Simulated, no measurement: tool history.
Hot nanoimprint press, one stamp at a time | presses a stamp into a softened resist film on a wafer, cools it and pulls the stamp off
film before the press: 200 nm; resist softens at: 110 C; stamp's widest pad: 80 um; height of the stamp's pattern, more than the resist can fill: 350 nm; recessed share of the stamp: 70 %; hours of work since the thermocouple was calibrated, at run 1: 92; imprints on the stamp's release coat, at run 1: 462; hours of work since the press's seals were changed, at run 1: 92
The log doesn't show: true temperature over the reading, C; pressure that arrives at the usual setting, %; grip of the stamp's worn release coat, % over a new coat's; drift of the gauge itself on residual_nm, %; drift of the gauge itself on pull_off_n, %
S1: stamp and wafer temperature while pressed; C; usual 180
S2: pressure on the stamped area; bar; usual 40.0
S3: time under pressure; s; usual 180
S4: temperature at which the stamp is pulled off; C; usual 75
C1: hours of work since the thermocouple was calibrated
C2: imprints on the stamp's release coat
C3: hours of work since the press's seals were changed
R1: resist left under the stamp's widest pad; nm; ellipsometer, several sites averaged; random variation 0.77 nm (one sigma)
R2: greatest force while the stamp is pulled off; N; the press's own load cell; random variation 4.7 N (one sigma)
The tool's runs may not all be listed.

{"run": 1, "hour": 0.0, "S1": 180, "S2": 40.0, "S3": 180, "S4": 75, "C1": 92, "C2": 462, "C3": 92, "R1": 98.5, "R2": 274}
{"run": 2, "hour": 33.8, "S1": 180, "S2": 40.0, "S3": 180, "S4": 75, "C1": 112, "C2": 595, "C3": 112, "R1": 99.2, "R2": 283}
{"hour": 44.6, "done": "stamp cleaned and given a new release coat"}
{"run": 3, "hour": 74.4, "S1": 180, "S2": 40.0, "S3": 180, "S4": 75, "C1": 132, "C2": 116, "C3": 132, "R1": 99.6, "R2": 244}
{"run": 4, "hour": 114.9, "S1": 180, "S2": 40.0, "S3": 180, "S4": 75, "C1": 156, "C2": 275, "C3": 156, "R1": 100.6, "R2": 253}
{"run": 5, "hour": 143.8, "S1": 185, "S2": 40.0, "S3": 180, "S4": 75, "C1": 173, "C2": 389, "C3": 173, "R1": 76.4, "R2": 264}
{"run": 6, "hour": 176.1, "S1": 180, "S2": 40.0, "S3": 92, "S4": 75, "C1": 192, "C2": 516, "C3": 192, "R1": 128.1, "R2": 273}
{"run": 7, "hour": 198.3, "S1": 180, "S2": 40.0, "S3": 92, "S4": 75, "C1": 205, "C2": 603, "C3": 205, "R1": 128.6, "R2": 284}
{"hour": 206.5, "done": "stamp cleaned and given a new release coat"}
{"run": 8, "hour": 227.8, "S1": 180, "S2": 40.0, "S3": 92, "S4": 75, "C1": 219, "C2": 83, "C3": 219, "R1": 127.8, "R2": 231}
{"run": 9, "hour": 277.4, "S1": 180, "S2": 40.0, "S3": 97, "S4": 65, "C1": 248, "C2": 278, "C3": 248, "R1": 125.2, "R2": 293}
{"hour": 283.5, "done": "plate thermocouple calibrated"}
{"run": 10, "hour": 313.4, "S1": 180, "S2": 25.3, "S3": 97, "S4": 65, "C1": 18, "C2": 407, "C3": 268, "R1": 143.3, "R2": 293}
{"run": 11, "hour": 334.5, "S1": 180, "S2": 40.0, "S3": 176, "S4": 75, "C1": 30, "C2": 490, "C3": 280, "R1": 104.1, "R2": 272}
{"hour": 372.8, "done": "stamp cleaned and given a new release coat"}
{"run": 12, "hour": 389.0, "S1": 180, "S2": 40.0, "S3": 176, "S4": 75, "C1": 59, "C2": 64, "C3": 309, "R1": 105.3, "R2": 241}

Forecast each of these 5 alternatives for the next run:
{"run": "A", "hour": 429.5, "S1": 180, "S2": 40.0, "S3": 180, "S4": 75, "C1": 82, "C2": 223, "C3": 333, "R1": "?", "R2": "?"}
{"run": "B", "hour": 429.5, "S1": 168, "S2": 62.7, "S3": 216, "S4": 75, "C1": 82, "C2": 223, "C3": 333, "R1": "?", "R2": "?"}
{"run": "C", "hour": 429.5, "S1": 189, "S2": 40.0, "S3": 176, "S4": 80, "C1": 82, "C2": 223, "C3": 333, "R1": "?", "R2": "?"}
{"run": "D", "hour": 429.5, "S1": 180, "S2": 48.8, "S3": 151, "S4": 72, "C1": 82, "C2": 223, "C3": 333, "R1": "?", "R2": "?"}
{"run": "E", "hour": 429.5, "S1": 183, "S2": 63.2, "S3": 291, "S4": 75, "C1": 82, "C2": 223, "C3": 333, "R1": "?", "R2": "?"}

run=A R1=105.8 R2=242
run=B R1=154.0 R2=263
run=C R1=64.6 R2=242
run=D R1=103.7 R2=255
run=E R1=59.9 R2=257
Without the tool's hidden state the same runs would have given:
run=A R1=97.3 R2=221
run=B R1=145.0 R2=240
run=C R1=59.0 R2=220
run=D R1=95.3 R2=233
run=E R1=54.2 R2=234
